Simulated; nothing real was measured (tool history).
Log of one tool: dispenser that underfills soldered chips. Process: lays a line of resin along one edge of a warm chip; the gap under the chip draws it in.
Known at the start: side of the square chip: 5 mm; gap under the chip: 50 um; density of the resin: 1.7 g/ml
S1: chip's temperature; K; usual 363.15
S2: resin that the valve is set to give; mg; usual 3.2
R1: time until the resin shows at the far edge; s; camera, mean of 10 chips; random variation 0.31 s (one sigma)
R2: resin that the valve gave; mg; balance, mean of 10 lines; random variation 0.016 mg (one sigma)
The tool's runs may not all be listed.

Run 1, hour 0: usual settings. Result: R1 6.6 s, R2 3.15 mg.
Run 2, hour 3.3: usual settings. Result: R1 7.8 s, R2 3.17 mg.
Run 3, hour 5.7: usual settings. Result: R1 8.4 s, R2 3.12 mg.
Run 4, hour 8.5: usual settings but S2 3.08 mg. Result: R1 8.9 s, R2 3.02 mg.
Run 5, hour 10.5: usual settings but S2 3.08 mg. Result: R1 9.9 s, R2 3.03 mg.
At hour 11.7: new syringe of resin.
Run 6, hour 14.8: usual settings but S2 3.08 mg. Result: R1 7 s, R2 2.97 mg.
Run 7, hour 19.3: usual settings but S2 3.98 mg. Result: R1 7.5 s, R2 3.9 mg.
Run 8, hour 21.8: usual settings but S2 3.98 mg. Result: R1 8.4 s, R2 3.89 mg.
Run 9, hour 25.2: usual settings. Result: R1 9.4 s, R2 3.11 mg.
At hour 26.6: new syringe of resin.
Run 10, hour 28.5: usual settings but S1 359.15 K. Result: R1 7.8 s, R2 3.12 mg.
Run 11, hour 33.2: usual settings. Result: R1 7.7 s, R2 3.12 mg.
Run 12, hour 37.9: usual settings but S2 3.06 mg. Result: R1 9.1 s, R2 2.98 mg.
At hour 41.7: new syringe of resin.
Run 13, hour 42.1: usual settings but S2 3.06 mg. Result: R1 6.1 s, R2 2.99 mg.
Run 14, hour 45.2: usual settings but S2 3.06 mg. Result: R1 7.9 s, R2 2.97 mg.
Run 15, hour 48.5: usual settings but S1 359.15 K, S2 3.64 mg. Result: R1 8.3 s, R2 3.52 mg.
Run 16, hour 53: usual settings but S1 372.15 K, S2 3.64 mg. Result: R1 7.1 s, R2 3.49 mg.
At hour 56.8: new syringe of resin.
Run 17, hour 57: usual settings but S1 374.15 K, S2 3.89 mg. Result: R1 4.1 s, R2 3.76 mg.
Run 18, hour 60.9: usual settings but S1 366.15 K, S2 3.8 mg. Result: R1 6.2 s, R2 3.69 mg.
Run 19, hour 64.9: usual settings but S1 366.15 K, S2 3.8 mg. Result: R1 7.9 s, R2 3.71 mg.
Run 20, hour 68.6: usual settings but S1 366.15 K, S2 3.8 mg. Result: R1 7.9 s, R2 3.63 mg.
At hour 71.7: new syringe of resin.
Run 21, hour 72: usual settings but S1 371.15 K, S2 2.74 mg. Result: R1 5.2 s, R2 2.64 mg.
Run 22, hour 75.3: usual settings but S1 371.15 K, S2 2.74 mg. Result: R1 6.1 s, R2 2.64 mg.
Run 23, hour 77.3: usual settings but S1 359.15 K, S2 2.8 mg. Result: R1 8.6 s, R2 2.66 mg.

Forecast each of these 5 alternatives for the next run:
Run A, hour 81: usual settings but S1 377.15 K, S2 2.79 mg. Result: R1 ?, R2 ?.
Run B, hour 81: usual settings but S1 368.15 K. Result: R1 ?, R2 ?.
Run C, hour 81: usual settings but S1 359.15 K, S2 3.05 mg. Result: R1 ?, R2 ?.
Run D, hour 81: usual settings but S1 366.15 K, S2 3.09 mg. Result: R1 ?, R2 ?.
Run E, hour 81: usual settings but S1 359.15 K, S2 2.97 mg. Result: R1 ?, R2 ?.

run    R1    R2
  A   5.8  2.68
  B   7.4   3.1
  C   9.7  2.92
  D   7.4  2.96
  E  10.1  2.86
Without the tool's hidden state the same runs would have given:
run   R1    R2
  A  4.3   2.8
  B  5.6  3.23
  C  7.4  3.05
  D  5.5  3.09
  E  7.7  2.98
